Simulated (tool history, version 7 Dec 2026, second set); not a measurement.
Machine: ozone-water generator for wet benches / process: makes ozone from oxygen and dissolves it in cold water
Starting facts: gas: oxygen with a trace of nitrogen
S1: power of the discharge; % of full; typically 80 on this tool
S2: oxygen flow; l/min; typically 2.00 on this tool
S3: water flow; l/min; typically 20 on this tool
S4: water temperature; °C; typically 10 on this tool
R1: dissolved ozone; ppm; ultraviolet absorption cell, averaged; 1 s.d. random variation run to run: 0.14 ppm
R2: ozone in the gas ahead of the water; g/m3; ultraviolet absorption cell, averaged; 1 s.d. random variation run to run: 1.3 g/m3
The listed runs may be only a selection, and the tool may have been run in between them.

run 1 hour=0.0 | S1=80 S2=2.00 S3=20 S4=10 | R1=15.8 R2=238.0
run 2 hour=39.1 | S1=80 S2=2.00 S3=20 S4=10 | R1=15.9 R2=236.3
run 3 hour=70.7 | S1=80 S2=2.00 S3=26 S4=10 | R1=12.2 R2=236.8
run 4 hour=91.0 | S1=80 S2=2.00 S3=26 S4=10 | R1=12.4 R2=237.5
run 5 hour=115.3 | S1=80 S2=2.00 S3=26 S4=10 | R1=12.3 R2=236.5
run 6 hour=138.4 | S1=80 S2=2.00 S3=26 S4=10 | R1=12.2 R2=234.8
run 7 hour=167.9 | S1=80 S2=2.00 S3=20 S4=10 | R1=15.8 R2=236.0
run 8 hour=205.1 | S1=80 S2=2.00 S3=20 S4=10 | R1=15.9 R2=234.4
run 9 hour=230.8 | S1=80 S2=2.00 S3=20 S4=10 | R1=15.7 R2=234.9
run 10 hour=259.2 | S1=80 S2=2.00 S3=20 S4=10 | R1=16.1 R2=237.5
run 11 hour=280.9 | S1=70 S2=1.57 S3=13 S4=10 | R1=20.0 R2=248.0
run 12 hour=314.9 | S1=70 S2=1.57 S3=13 S4=10 | R1=20.3 R2=247.1
run 13 hour=336.9 | S1=70 S2=1.57 S3=13 S4=10 | R1=20.0 R2=246.1
run 14 hour=368.1 | S1=85 S2=3.59 S3=20 S4=17 | R1=16.4 R2=171.4
run 15 hour=404.9 | S1=89 S2=1.06 S3=25 S4=12 | R1=12.0 R2=389.4
run 16 hour=436.2 | S1=56 S2=3.21 S3=15 S4=10 | R1=15.7 R2=129.2
run 17 hour=464.7 | S1=56 S2=3.21 S3=15 S4=10 | R1=15.7 R2=128.7

Branching from run 17: 5 alternative next runs. What would each branch give?
run A hour=501.5 | S1=47 S2=1.24 S3=15 S4=6 | R1=? R2=?
run B hour=501.5 | S1=43 S2=1.47 S3=14 S4=10 | R1=? R2=?
run C hour=501.5 | S1=56 S2=3.21 S3=15 S4=16 | R1=? R2=?
run D hour=501.5 | S1=70 S2=2.00 S3=20 S4=6 | R1=? R2=?
run E hour=501.5 | S1=80 S2=3.11 S3=20 S4=10 | R1=? R2=?

run=A R1=12.4 R2=204.8
run=B R1=12.6 R2=170.3
run=C R1=14.8 R2=129.7
run=D R1=14.5 R2=209.7
run=E R1=16.8 R2=177.3
Stripped of hidden state, with their random variation kept, the same runs would have yielded:
run=A R1=12.4 R2=204.9
run=B R1=12.6 R2=170.4
run=C R1=14.9 R2=129.8
run=D R1=14.5 R2=209.7
run=E R1=16.8 R2=177.4
